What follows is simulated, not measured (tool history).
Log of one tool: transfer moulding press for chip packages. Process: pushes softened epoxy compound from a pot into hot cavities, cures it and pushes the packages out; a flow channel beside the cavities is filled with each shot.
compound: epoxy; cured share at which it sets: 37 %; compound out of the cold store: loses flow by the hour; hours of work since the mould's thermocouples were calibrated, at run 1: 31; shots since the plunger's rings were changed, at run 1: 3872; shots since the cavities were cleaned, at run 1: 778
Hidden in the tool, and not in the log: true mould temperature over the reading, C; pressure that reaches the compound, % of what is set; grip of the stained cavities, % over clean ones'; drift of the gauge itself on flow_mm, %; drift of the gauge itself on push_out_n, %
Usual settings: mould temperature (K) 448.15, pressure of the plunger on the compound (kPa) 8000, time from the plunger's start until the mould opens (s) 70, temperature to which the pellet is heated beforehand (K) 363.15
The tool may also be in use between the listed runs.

run   hour  mould temperature (K)  pressure of the plunger on the compound (kPa)  time from the plunger's start until the mould opens (s)  temperature to which the pellet is heated beforehand (K)  hours of work since the mould's thermocouples were calibrated  shots since the plunger's rings were changed  shots since the cavities were cleaned  incoming compound's hours out of the cold store  length that the compound runs in the flow channel (mm)  greatest force on the pins that push the packages out (N)
  1    0.0                 448.15                                           8000                                                       70                                                    363.15                                                             31                                          3872                                    778                                             13.4                                                     702                                                        355
       3.3  -- cavities cleaned with cleaning compound and waxed
  2    9.8                 448.15                                           8000                                                       95                                                    363.15                                                             35                                          3955                                     65                                             23.5                                                     655                                                        177
  3   15.2                 447.15                                           8000                                                       70                                                    363.15                                                             38                                          4008                                    118                                              9.8                                                     708                                                        269
  4   21.7                 448.15                                           8000                                                       70                                                    363.15                                                             41                                          4072                                    182                                             11.2                                                     711                                                        270
  5   26.8                 448.15                                           8000                                                       70                                                    363.15                                                             43                                          4122                                    232                                             25.4                                                     665                                                        268
  6   31.4                 448.15                                           8000                                                       70                                                    363.15                                                             45                                          4168                                    278                                             26.4                                                     645                                                        282
  7   36.4                 448.15                                           8000                                                       70                                                    363.15                                                             47                                          4218                                    328                                             19.0                                                     675                                                        282
  8   43.2                 448.15                                           8000                                                       70                                                    363.15                                                             50                                          4284                                    394                                             39.9                                                     604                                                        286
  9   51.9                 441.15                                           8000                                                       70                                                    363.15                                                             54                                          4371                                    481                                             32.1                                                     650                                                        494
 10   60.9                 441.15                                           8000                                                       70                                                    363.15                                                             59                                          4460                                    570                                             43.5                                                     617                                                        468
 11   64.8                 441.15                                           8000                                                       70                                                    363.15                                                             60                                          4498                                    608                                             14.0                                                     709                                                        560
 12   68.4                 441.15                                           8000                                                       70                                                    363.15                                                             62                                          4534                                    644                                             34.0                                                     639                                                        511
 13   72.5                 441.15                                           8000                                                       70                                                    363.15                                                             64                                          4574                                    684                                             43.8                                                     615                                                        506
 14   77.5                 448.15                                           8000                                                       70                                                    363.15                                                             66                                          4624                                    734                                             27.9                                                     651                                                        350
 15   82.2                 448.15                                           8000                                                       70                                                    363.15                                                             68                                          4670                                    780                                             47.2                                                     599                                                        324
      85.2  -- cavities cleaned with cleaning compound and waxed
 16   90.3                 448.15                                           8660                                                       70                                                    359.15                                                             71                                          4736                                     51                                             40.2                                                     643                                                        225
 17   94.3                 448.15                                           8660                                                       67                                                    359.15                                                             73                                          4775                                     90                                             24.0                                                     682                                                        252
 18  101.5                 448.15                                           8660                                                       67                                                    359.15                                                             77                                          4847                                    162                                              9.2                                                     730                                                        305
 19  109.7                 448.15                                           8660                                                       67                                                    359.15                                                             80                                          4928                                    243                                             32.7                                                     650                                                        292
 20  116.6                 448.15                                           8000                                                       67                                                    355.15                                                             84                                          4996                                    311                                             19.7                                                     667                                                        334
 21  125.0                 448.15                                           8000                                                       75                                                    369.15                                                             87                                          5079                                    394                                             17.3                                                     689                                                        255
 22  128.9                 448.15                                           8020                                                       70                                                    363.15                                                             89                                          5118                                    433                                             26.7                                                     632                                                        303
 23  134.5                 449.15                                           8000                                                      105                                                    372.15                                                             92                                          5173                                    488                                             36.6                                                     615                                                        233
 24  138.2                 448.15                                           9760                                                       70                                                    363.15                                                             93                                          5209                                    524                                             10.7                                                     770                                                        317
 25  143.8                 448.15                                           9760                                                       50                                                    369.15                                                             96                                          5265                                    580                                             20.0                                                     730                                                        756
 26  150.4                 448.15                                           9710                                                       51                                                    365.15                                                             99                                          5331                                    646                                             16.8                                                     743                                                        749
 27  157.4                 448.15                                           9710                                                       51                                                    365.15                                                            102                                          5399                                    714                                             27.9                                                     705                                                        737
     166.8  -- cavities cleaned with cleaning compound and waxed
 28  167.8                 448.15                                           9710                                                       51                                                    365.15                                                            106                                          5488                                     10                                             34.0                                                     688                                                        463
 29  173.0                 453.15                                           8260                                                       70                                                    363.15                                                            109                                          5539                                     61                                             37.3                                                     616                                                        187

Some steps in length that the compound runs in the flow channel (mm) between neighbouring runs. How much of each would the tool show without its hidden state too (settings, what came in, random variation), and how much is left for the hidden state, with any gauge scatter that isn't in both results?
Run 10 -> 11: no setting changed, nothing entered. length that the compound runs in the flow channel (mm) +92: hidden state -6, all else +98.
Run 23 -> 24: mould temperature (K) 449.15 -> 448.15, pressure of the plunger on the compound (kPa) 8000 -> 9760, time from the plunger's start until the mould opens (s) 105 -> 70, temperature to which the pellet is heated beforehand (K) 372.15 -> 363.15. length that the compound runs in the flow channel (mm) +155: hidden state -11, all else +166.
